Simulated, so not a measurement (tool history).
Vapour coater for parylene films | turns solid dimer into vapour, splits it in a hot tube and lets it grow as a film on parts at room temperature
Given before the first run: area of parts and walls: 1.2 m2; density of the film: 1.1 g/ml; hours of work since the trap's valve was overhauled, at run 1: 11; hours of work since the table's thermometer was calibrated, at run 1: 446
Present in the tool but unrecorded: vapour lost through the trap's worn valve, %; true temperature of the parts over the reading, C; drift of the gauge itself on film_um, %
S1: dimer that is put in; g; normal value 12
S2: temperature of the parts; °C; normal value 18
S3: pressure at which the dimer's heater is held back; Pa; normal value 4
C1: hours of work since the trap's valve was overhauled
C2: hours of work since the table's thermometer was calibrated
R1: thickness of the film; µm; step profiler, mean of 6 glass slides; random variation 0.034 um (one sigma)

| run | hour | S1 | S2 | S3 | C1 | C2 | R1 |
|---|---|---|---|---|---|---|---|
| 1 | 0 | 12 | 18 | 4 | 11 | 446 | 6.17 |
| 2 | 36.6 | 12 | 18 | 4 | 30 | 465 | 6.12 |
| 3 | 57.1 | 12 | 18 | 4 | 41 | 475 | 6.18 |
| 4 | 90.1 | 12 | 22 | 4 | 58 | 492 | 5.28 |
| 5 | 107.9 | 12 | 26 | 4 | 67 | 501 | 4.64 |
| 6 | 126.1 | 12 | 26 | 4 | 76 | 511 | 4.54 |
| 7 | 143.9 | 12 | 26 | 4 | 85 | 520 | 4.52 |
| 8 | 176.6 | 12 | 26 | 4 | 102 | 537 | 4.53 |
| 9 | 194.7 | 12 | 18 | 4 | 111 | 546 | 6 |
| 10 | 226.8 | 12 | 18 | 4 | 128 | 563 | 6.05 |
| 11 | 251.3 | 12 | 18 | 4 | 141 | 575 | 6.05 |
| 12 | 269.9 | 9 | 18 | 4 | 150 | 585 | 4.48 |
| 13 | 289.4 | 9 | 18 | 4 | 160 | 595 | 4.49 |
| 14 | 325.2 | 8 | 18 | 4 | 179 | 613 | 4 |
| 15 | 355.1 | 8 | 18 | 4 | 194 | 629 | 3.97 |
| 16 | 382.7 | 12 | 18 | 4 | 208 | 643 | 5.94 |
| 17 | 407.1 | 12 | 28 | 4 | 221 | 655 | 4.16 |
| 18 | 433.4 | 12 | 18 | 4 | 234 | 669 | 6 |
| 19 | 452.5 | 12 | 18 | 4 | 244 | 679 | 5.96 |
| 20 | 471.2 | 12 | 18 | 4 | 254 | 688 | 5.93 |
| 21 | 490.6 | 12 | 18 | 11.03 | 264 | 698 | 5.42 |
| 22 | 513.3 | 12 | 18 | 4 | 275 | 710 | 5.91 |
| 23 | 549.3 | 12 | 18 | 4 | 294 | 729 | 5.89 |
| 24 | 577.8 | 22 | 28 | 6.57 | 309 | 743 | 7.16 |
| 25 | 610.8 | 14 | 11 | 5.4 | 326 | 760 | 8.54 |
| 26 | 632.7 | 11 | 13 | 8.82 | 337 | 772 | 6 |
| 27 | 650.4 | 11 | 13 | 8.82 | 346 | 781 | 6.03 |
| 28 | 679.7 | 11 | 13 | 8.82 | 361 | 796 | 5.99 |
| 29 | 714 | 11 | 13 | 8.82 | 379 | 813 | 5.99 |
| 30 | 750.2 | 5 | 23 | 4 | 397 | 832 | 1.99 |
| 31 | 780.9 | 5 | 23 | 4 | 413 | 848 | 2 |
| 32 | 813.5 | 7 | 25 | 3.07 | 430 | 865 | 2.68 |
| 33 | 835.7 | 12 | 21 | 4.3 | 441 | 876 | 5.11 |
| 34 | 870.7 | 12 | 21 | 4.3 | 459 | 894 | 5.13 |
| 35 | 888.6 | 12 | 27 | 2.8 | 468 | 903 | 4.25 |
| 36 | 914.6 | 12 | 23 | 2.8 | 482 | 917 | 4.89 |
| 37 | 946.3 | 8 | 19 | 11.65 | 498 | 933 | 3.36 |
| 38 | 976.8 | 8 | 19 | 11.65 | 514 | 949 | 3.35 |
| 39 | 997.3 | 8 | 23 | 4 | 524 | 959 | 3.12 |
| 40 | 1025.9 | 18 | 21 | 11.03 | 539 | 974 | 7.02 |
| 41 | 1062.8 | 10 | 14 | 8.71 | 558 | 993 | 5.13 |
| 42 | 1099.5 | 10 | 14 | 8.71 | 577 | 1012 | 5.08 |
| 43 | 1115.8 | 12 | 18 | 6.92 | 585 | 1020 | 5.4 |
| 44 | 1133.3 | 12 | 18 | 6.92 | 594 | 1029 | 5.38 |
| 45 | 1167.5 | 18 | 13 | 4 | 612 | 1047 | 10.18 |

Pick out some run-to-run changes in R1. Of each, how much would a tool without hidden state show as well, from the settings, what came in and chance, and how much is left for the hidden state and any gauge scatter not in both results compared?
Run 29 -> 30: S1 11 -> 5, S2 13 -> 23, S3 8.82 -> 4. R1 -4 µm: hidden state +0.29, all else -4.29.
Run 39 -> 40: S1 8 -> 18, S2 23 -> 21, S3 4 -> 11.03. R1 +3.9 µm: hidden state -0.4, all else +4.3.
Run 44 -> 45: S1 12 -> 18, S2 18 -> 13, S3 6.92 -> 4. R1 +4.8 µm: hidden state -0.57, all else +5.37.
